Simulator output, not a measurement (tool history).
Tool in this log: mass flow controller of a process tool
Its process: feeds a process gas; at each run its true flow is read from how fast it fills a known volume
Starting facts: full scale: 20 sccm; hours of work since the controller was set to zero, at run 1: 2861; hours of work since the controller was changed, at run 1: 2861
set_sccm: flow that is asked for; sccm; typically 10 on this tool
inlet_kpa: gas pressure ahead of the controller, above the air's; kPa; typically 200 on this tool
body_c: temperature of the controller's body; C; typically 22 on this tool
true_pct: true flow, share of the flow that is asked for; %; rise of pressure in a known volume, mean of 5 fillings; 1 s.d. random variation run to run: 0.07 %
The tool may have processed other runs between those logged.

run	hour	set_sccm	inlet_kpa	body_c	hours of work since the controller was set to zero	hours of work since the controller was changed	true_pct
1	0.0	10	200	22	2861	2861	100.40
2	58.0	10	200	22	2901	2901	100.52
3	107.6	10	200	22	2935	2935	100.40
4	222.0	10	200	22	3014	3014	100.40
5	293.2	10	242	22	3063	3063	100.30
6	366.5	10	242	22	3114	3114	100.33
7	451.3	10	242	22	3172	3172	100.27
8	561.4	9	200	22	3248	3248	100.56
9	675.9	9	200	27	3327	3327	101.04
10	731.3	9	200	27	3365	3365	101.08
11	835.0	10	200	22	3437	3437	100.53
12	909.3	10	200	22	3488	3488	100.66
13	979.4	4	200	22	3536	3536	101.70
14	1084.2	4	200	22	3609	3609	101.76
15	1172.1	4	200	22	3669	3669	101.84
16	1223.4	16	239	20	3705	3705	100.23
17	1334.6	16	239	20	3781	3781	100.27
18	1440.1	15	219	20	3854	3854	100.37
19	1503.0	10	148	31	3897	3897	101.98
20	1591.3	10	147	37	3958	3958	102.51
21	1667.8	10	147	37	4011	4011	102.50
22	1720.6	6	168	37	4047	4047	102.86
23	1777.6	6	251	30	4087	4087	102.00
24	1852.7	10	257	22	4138	4138	100.57
25	1942.1	9	205	26	4200	4200	101.25
26	2033.9	10	227	25	4263	4263	101.04
27	2149.8	10	227	25	4343	4343	101.13
28	2199.2	10	227	25	4377	4377	101.19
29	2257.1	8	267	22	4417	4417	100.74
30	2319.9	8	267	22	4461	4461	100.86

Here are 5 independent what-if runs from the current tool condition. What would each one return?
A	2422.8	12	209	28	4532	4532	?
B	2422.8	8	267	21	4532	4532	?
C	2422.8	17	253	21	4532	4532	?
D	2422.8	4	200	22	4532	4532	?
E	2422.8	5	152	20	4532	4532	?

run	true_pct
A	101.56
B	100.67
C	100.57
D	102.39
E	101.94
With no hidden state in the tool, these same runs would have given:
run	true_pct
A	99.94
B	98.54
C	99.24
D	98.74
E	98.90
